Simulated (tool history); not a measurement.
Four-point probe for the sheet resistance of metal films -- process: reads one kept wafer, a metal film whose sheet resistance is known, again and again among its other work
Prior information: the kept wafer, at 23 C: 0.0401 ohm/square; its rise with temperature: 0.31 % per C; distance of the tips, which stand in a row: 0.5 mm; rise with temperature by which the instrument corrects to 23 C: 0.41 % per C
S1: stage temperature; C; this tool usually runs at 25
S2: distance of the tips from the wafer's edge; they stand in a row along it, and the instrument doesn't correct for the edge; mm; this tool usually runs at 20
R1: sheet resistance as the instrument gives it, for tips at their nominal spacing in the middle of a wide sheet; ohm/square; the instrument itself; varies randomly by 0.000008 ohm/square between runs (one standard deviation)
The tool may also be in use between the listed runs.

run 1 day=0.000 | S1=25 S2=20 | R1=0.039620
run 2 day=0.738 | S1=25 S2=20 | R1=0.039640
run 3 day=1.508 | S1=25 S2=20 | R1=0.039628
run 4 day=2.754 | S1=20 S2=20 | R1=0.039822
run 5 day=3.504 | S1=32 S2=20 | R1=0.039347
run 6 day=4.575 | S1=32 S2=20 | R1=0.039353
run 7 day=5.962 | S1=26 S2=20 | R1=0.039571
run 8 day=6.821 | S1=26 S2=20 | R1=0.039570
run 9 day=7.992 | S1=26 S2=20 | R1=0.039570
run 10 day=9.588 | S1=26 S2=20 | R1=0.039571
run 11 day=11.196 | S1=33 S2=5 | R1=0.039501
run 12 day=12.350 | S1=34 S2=10 | R1=0.039294
run 13 day=13.429 | S1=26 S2=22 | R1=0.039549
run 14 day=14.700 | S1=26 S2=3 | R1=0.040125
run 15 day=15.542 | S1=21 S2=4 | R1=0.040070
run 16 day=17.004 | S1=23 S2=13 | R1=0.039686
run 17 day=18.646 | S1=24 S2=64 | R1=0.039603
run 18 day=19.392 | S1=20 S2=65 | R1=0.039772

A few steps of R1 between consecutive runs. Split each: what settings, incoming material and random variation would produce without the hidden state, and what is left over for the hidden state, along with gauge scatter present in only one of the two compared results (measured, and without hidden state):
The tool's hidden condition here consists of: inner tips' distance over the nominal, %; tips' flats over new ones', %; wafer's true temperature over the reading, C; drift of the gauge itself on sheet_ohm, %.
Run 13 -> 14: S2 22 -> 3. R1 +0.000576 ohm/square: hidden state -0.000010, all else +0.000586.
